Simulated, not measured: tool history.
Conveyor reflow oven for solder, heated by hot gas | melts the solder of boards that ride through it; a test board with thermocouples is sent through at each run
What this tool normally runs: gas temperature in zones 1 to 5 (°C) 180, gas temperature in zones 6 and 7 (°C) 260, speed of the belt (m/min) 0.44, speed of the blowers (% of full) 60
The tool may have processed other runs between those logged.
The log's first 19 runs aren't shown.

run	day	gas temperature in zones 1 to 5 (°C)	gas temperature in zones 6 and 7 (°C)	speed of the belt (m/min)	speed of the blowers (% of full)	highest temperature of the board (°C)	time above the solder's melting point (s)
20	7.771	187	263	0.445	63	247.4	61.2
21	8.242	187	263	0.445	63	247.3	61.1
22	8.796	180	265	0.361	60	252.6	78.9
23	9.208	177	270	0.39	79	259.3	76.8
24	9.804	177	270	0.39	79	259.7	76.5
25	10.312	189	254	0.507	60	235.3	41.5
26	10.596	189	254	0.507	60	235.4	40.9
27	10.854	189	254	0.507	60	235.4	41.2
28	11.129	176	261	0.427	56	241.9	52.9
29	11.4	180	260	0.381	87	252.7	76.8
30	11.679	180	260	0.381	87	252.7	76.1

Below are 3 alternative next runs, each starting from the tool's condition after run 30. Predict each:
A	12.204	180	250	0.44	89	?	?
B	12.204	193	260	0.417	87	?	?
C	12.204	166	269	0.529	87	?	?

run	highest temperature of the board (°C)	time above the solder's melting point (s)
A	241.1	56.4
B	252.4	75.4
C	250.3	46.8
With the hidden condition removed and each run's random variation left untouched, the same runs would have given:
run	highest temperature of the board (°C)	time above the solder's melting point (s)
A	241.1	56.5
B	252.4	75.5
C	250.4	46.9
